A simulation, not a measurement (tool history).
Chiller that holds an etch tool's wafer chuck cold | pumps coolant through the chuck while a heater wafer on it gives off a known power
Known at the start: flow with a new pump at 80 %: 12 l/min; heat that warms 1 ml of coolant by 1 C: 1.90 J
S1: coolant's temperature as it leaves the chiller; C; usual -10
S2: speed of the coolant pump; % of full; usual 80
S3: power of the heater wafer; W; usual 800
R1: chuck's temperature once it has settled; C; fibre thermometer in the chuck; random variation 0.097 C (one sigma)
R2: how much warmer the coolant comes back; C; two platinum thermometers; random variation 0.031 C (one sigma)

Run 1, hour 0.0: usual settings. Result: R1 -5.12 C, R2 2.07 C.
Run 2, hour 37.1: usual settings. Result: R1 -5.13 C, R2 2.12 C.
Run 3, hour 117.3: usual settings but S2 64 % of full. Result: R1 -4.26 C, R2 2.59 C.
Run 4, hour 155.5: usual settings but S2 64 % of full. Result: R1 -4.10 C, R2 2.61 C.
Run 5, hour 227.1: usual settings but S2 64 % of full. Result: R1 -4.18 C, R2 2.61 C.
Run 6, hour 303.1: usual settings but S2 71 % of full. Result: R1 -4.80 C, R2 2.34 C.
Run 7, hour 369.0: usual settings but S2 71 % of full. Result: R1 -4.76 C, R2 2.32 C.
Run 8, hour 431.2: usual settings but S2 71 % of full, S3 1097 W. Result: R1 -2.70 C, R2 3.24 C.
Run 9, hour 508.4: usual settings but S1 -9 C, S3 401 W. Result: R1 -6.54 C, R2 1.05 C.

Forecast run 10:
At hour 542.4: coolant changed, channels flushed.
Run 10, hour 573.4: usual settings but S1 -7 C, S3 710 W. Result: R1 ?, R2 ?.

Run 10 gave R1 -2.79 C, R2 1.91 C.
Without the tool's hidden state the same run would have given R1 -2.79 C, R2 1.91 C.

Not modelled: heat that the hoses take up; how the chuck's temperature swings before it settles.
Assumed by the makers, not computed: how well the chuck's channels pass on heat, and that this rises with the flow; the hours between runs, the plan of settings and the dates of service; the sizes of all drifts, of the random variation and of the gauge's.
